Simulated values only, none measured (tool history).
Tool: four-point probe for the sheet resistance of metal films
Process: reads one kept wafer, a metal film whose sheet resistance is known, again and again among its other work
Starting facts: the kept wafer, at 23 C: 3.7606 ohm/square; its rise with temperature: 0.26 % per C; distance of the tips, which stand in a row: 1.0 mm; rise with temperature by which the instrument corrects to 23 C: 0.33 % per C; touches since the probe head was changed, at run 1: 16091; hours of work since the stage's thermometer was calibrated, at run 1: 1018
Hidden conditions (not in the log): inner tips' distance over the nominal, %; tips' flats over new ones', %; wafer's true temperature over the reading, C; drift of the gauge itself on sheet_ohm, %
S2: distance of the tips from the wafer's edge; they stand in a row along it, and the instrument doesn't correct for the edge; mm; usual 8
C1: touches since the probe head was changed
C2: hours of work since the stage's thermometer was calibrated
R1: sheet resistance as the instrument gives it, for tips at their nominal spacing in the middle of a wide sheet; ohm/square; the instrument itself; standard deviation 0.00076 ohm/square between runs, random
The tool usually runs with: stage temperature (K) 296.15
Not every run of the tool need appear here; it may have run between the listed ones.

{"run": 1, "day": 0.0, "stage temperature (K)": 296.15, "S2": 8, "C1": 16091, "C2": 1018, "R1": 3.781185}
{"run": 2, "day": 0.354, "stage temperature (K)": 296.15, "S2": 8, "C1": 16306, "C2": 1024, "R1": 3.781993}
{"run": 3, "day": 0.883, "stage temperature (K)": 296.15, "S2": 8, "C1": 16630, "C2": 1033, "R1": 3.781656}
{"run": 4, "day": 1.558, "stage temperature (K)": 296.15, "S2": 8, "C1": 17042, "C2": 1045, "R1": 3.781265}
{"run": 5, "day": 1.904, "stage temperature (K)": 296.15, "S2": 9, "C1": 17252, "C2": 1051, "R1": 3.774436}
{"run": 6, "day": 2.55, "stage temperature (K)": 296.15, "S2": 9, "C1": 17646, "C2": 1062, "R1": 3.774293}
{"run": 7, "day": 3.225, "stage temperature (K)": 296.15, "S2": 9, "C1": 18059, "C2": 1074, "R1": 3.772723}
{"run": 8, "day": 3.721, "stage temperature (K)": 296.15, "S2": 9, "C1": 18360, "C2": 1083, "R1": 3.7744}
{"run": 9, "day": 4.15, "stage temperature (K)": 292.15, "S2": 8, "C1": 18623, "C2": 1090, "R1": 3.791121}
{"run": 10, "day": 4.838, "stage temperature (K)": 296.15, "S2": 9, "C1": 19041, "C2": 1102, "R1": 3.773904}
{"run": 11, "day": 5.404, "stage temperature (K)": 296.15, "S2": 9, "C1": 19386, "C2": 1112, "R1": 3.775501}
{"run": 12, "day": 5.754, "stage temperature (K)": 296.15, "S2": 8, "C1": 19601, "C2": 1119, "R1": 3.781245}
{"run": 13, "day": 6.212, "stage temperature (K)": 296.15, "S2": 8, "C1": 19880, "C2": 1127, "R1": 3.78006}
{"run": 14, "day": 6.771, "stage temperature (K)": 296.15, "S2": 8, "C1": 20220, "C2": 1136, "R1": 3.779576}
{"run": 15, "day": 7.454, "stage temperature (K)": 296.15, "S2": 8, "C1": 20636, "C2": 1148, "R1": 3.781127}
{"run": 16, "day": 7.75, "stage temperature (K)": 296.15, "S2": 8, "C1": 20816, "C2": 1153, "R1": 3.779917}
{"run": 17, "day": 8.392, "stage temperature (K)": 300.15, "S2": 8, "C1": 21208, "C2": 1165, "R1": 3.770509}
{"run": 18, "day": 8.796, "stage temperature (K)": 296.15, "S2": 8, "C1": 21455, "C2": 1172, "R1": 3.77897}
{"run": 19, "day": 9.233, "stage temperature (K)": 296.15, "S2": 8, "C1": 21721, "C2": 1179, "R1": 3.780424}
{"run": 20, "day": 9.704, "stage temperature (K)": 296.15, "S2": 8, "C1": 22009, "C2": 1188, "R1": 3.77872}
{"run": 21, "day": 10.267, "stage temperature (K)": 296.15, "S2": 8, "C1": 22352, "C2": 1198, "R1": 3.780804}
{"run": 22, "day": 10.6, "stage temperature (K)": 296.15, "S2": 8, "C1": 22555, "C2": 1203, "R1": 3.778538}
{"run": 23, "day": 11.271, "stage temperature (K)": 296.15, "S2": 48, "C1": 22965, "C2": 1215, "R1": 3.748949}
{"run": 24, "day": 11.658, "stage temperature (K)": 296.15, "S2": 48, "C1": 23200, "C2": 1222, "R1": 3.749082}
{"run": 25, "day": 12.008, "stage temperature (K)": 294.15, "S2": 7, "C1": 23415, "C2": 1228, "R1": 3.79312}
{"run": 26, "day": 12.454, "stage temperature (K)": 294.15, "S2": 7, "C1": 23688, "C2": 1236, "R1": 3.793545}
{"run": 27, "day": 13.067, "stage temperature (K)": 295.15, "S2": 3, "C1": 24059, "C2": 1247, "R1": 3.961354}
{"run": 28, "day": 13.479, "stage temperature (K)": 293.15, "S2": 34, "C1": 24312, "C2": 1254, "R1": 3.757559}
{"day": 13.542, "done": "stage's thermometer calibrated"}
{"run": 29, "day": 14.167, "stage temperature (K)": 295.15, "S2": 14, "C1": 24717, "C2": 11, "R1": 3.758325}
{"run": 30, "day": 14.592, "stage temperature (K)": 295.15, "S2": 14, "C1": 24978, "C2": 18, "R1": 3.756393}
{"run": 31, "day": 15.021, "stage temperature (K)": 295.15, "S2": 10, "C1": 25240, "C2": 26, "R1": 3.768589}
{"run": 32, "day": 15.342, "stage temperature (K)": 295.15, "S2": 10, "C1": 25435, "C2": 32, "R1": 3.76696}
{"run": 33, "day": 15.704, "stage temperature (K)": 294.15, "S2": 17, "C1": 25656, "C2": 38, "R1": 3.757488}
{"run": 34, "day": 16.167, "stage temperature (K)": 294.15, "S2": 4, "C1": 25938, "C2": 46, "R1": 3.870311}
{"run": 35, "day": 16.662, "stage temperature (K)": 300.15, "S2": 15, "C1": 26241, "C2": 55, "R1": 3.7442}
{"day": 16.817, "done": "stage's thermometer calibrated, once more"}
{"run": 36, "day": 17.233, "stage temperature (K)": 300.15, "S2": 15, "C1": 26576, "C2": 7, "R1": 3.750189}
{"run": 37, "day": 17.879, "stage temperature (K)": 298.15, "S2": 21, "C1": 26971, "C2": 19, "R1": 3.749248}
{"run": 38, "day": 18.412, "stage temperature (K)": 298.15, "S2": 21, "C1": 27295, "C2": 28, "R1": 3.74939}
{"run": 39, "day": 18.938, "stage temperature (K)": 298.15, "S2": 21, "C1": 27616, "C2": 37, "R1": 3.750484}
{"run": 40, "day": 19.412, "stage temperature (K)": 296.15, "S2": 5, "C1": 27906, "C2": 46, "R1": 3.829605}
{"run": 41, "day": 19.95, "stage temperature (K)": 305.15, "S2": 31, "C1": 28234, "C2": 55, "R1": 3.73155}
{"run": 42, "day": 20.321, "stage temperature (K)": 294.15, "S2": 10, "C1": 28460, "C2": 61, "R1": 3.775575}
{"run": 43, "day": 20.979, "stage temperature (K)": 294.15, "S2": 10, "C1": 28859, "C2": 73, "R1": 3.773032}
{"run": 44, "day": 21.679, "stage temperature (K)": 294.15, "S2": 10, "C1": 29288, "C2": 85, "R1": 3.773757}

The logged runs with the hidden state left out (each run's random variation unchanged):
run=1 R1=3.791643
run=2 R1=3.792524
run=3 R1=3.792291
run=4 R1=3.792031
run=5 R1=3.785255
run=6 R1=3.785234
run=7 R1=3.783796
run=8 R1=3.785571
run=9 R1=3.802466
run=10 R1=3.785303
run=11 R1=3.787018
run=12 R1=3.792849
run=13 R1=3.791747
run=14 R1=3.791371
run=15 R1=3.793058
run=16 R1=3.791904
run=17 R1=3.782561
run=18 R1=3.791165
run=19 R1=3.792715
run=20 R1=3.791097
run=21 R1=3.793301
run=22 R1=3.791098
run=23 R1=3.761551
run=24 R1=3.761767
run=25 R1=3.806043
run=26 R1=3.80656
run=27 R1=3.975027
run=28 R1=3.770669
run=29 R1=3.774084
run=30 R1=3.77223
run=31 R1=3.784558
run=32 R1=3.78299
run=33 R1=3.773569
run=34 R1=3.886944
run=35 R1=3.760315
run=36 R1=3.760332
run=37 R1=3.759521
run=38 R1=3.759767
run=39 R1=3.760961
run=40 R1=3.840382
run=41 R1=3.742171
run=42 R1=3.786404
run=43 R1=3.78399
run=44 R1=3.784855
